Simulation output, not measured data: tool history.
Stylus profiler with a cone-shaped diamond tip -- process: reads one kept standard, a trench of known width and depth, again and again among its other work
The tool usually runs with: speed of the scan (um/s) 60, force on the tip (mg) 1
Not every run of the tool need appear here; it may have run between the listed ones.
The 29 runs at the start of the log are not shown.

| run | day | speed of the scan (um/s) | force on the tip (mg) | scans with this tip | hours of work since the height scale was calibrated | depth of the trench (angstrom) | width of the trench's floor (nm) |
|---|---|---|---|---|---|---|---|
| 30 | 66.929 | 159 | 1.4 | 7512 | 212 | 1010.9 | 47340 |
| 31 | 70.183 | 172 | 1.24 | 7930 | 261 | 1010.5 | 47230 |
| 32 | 72.188 | 172 | 1.24 | 8187 | 291 | 1010.7 | 47170 |
|  | 72.821 | new tip fitted, height scale calibrated |
| 33 | 73.696 | 172 | 1.24 | 113 | 13 | 1008.6 | 48120 |
| 34 | 75.325 | 43 | 0.97 | 322 | 38 | 1007.3 | 48400 |
| 35 | 78.342 | 201 | 2.18 | 710 | 84 | 1013.6 | 48040 |
| 36 | 80.867 | 188 | 1.33 | 1034 | 122 | 1009.6 | 47950 |
| 37 | 82.396 | 188 | 1.33 | 1230 | 145 | 1009.3 | 47870 |
| 38 | 84.754 | 188 | 1.33 | 1534 | 181 | 1009.9 | 47840 |
| 39 | 86.458 | 60 | 1.18 | 1753 | 207 | 1009.3 | 48250 |

Forecast each of these 4 alternatives for the next run:
| A | 88.7 | 23 | 1 | 2041 | 241 | ? | ? |
| B | 88.7 | 60 | 1.93 | 2041 | 241 | ? | ? |
| C | 88.7 | 17 | 0.56 | 2041 | 241 | ? | ? |
| D | 88.7 | 88 | 2.76 | 2041 | 241 | ? | ? |

| run | depth of the trench (angstrom) | width of the trench's floor (nm) |
|---|---|---|
| A | 1008.4 | 48290 |
| B | 1012.9 | 48230 |
| C | 1006.1 | 48290 |
| D | 1016.6 | 48180 |
Stripped of hidden state, with their random variation kept, the same runs would have yielded:
| run | depth of the trench (angstrom) | width of the trench's floor (nm) |
|---|---|---|
| A | 1008.2 | 48550 |
| B | 1012.7 | 48490 |
| C | 1005.9 | 48540 |
| D | 1016.4 | 48440 |
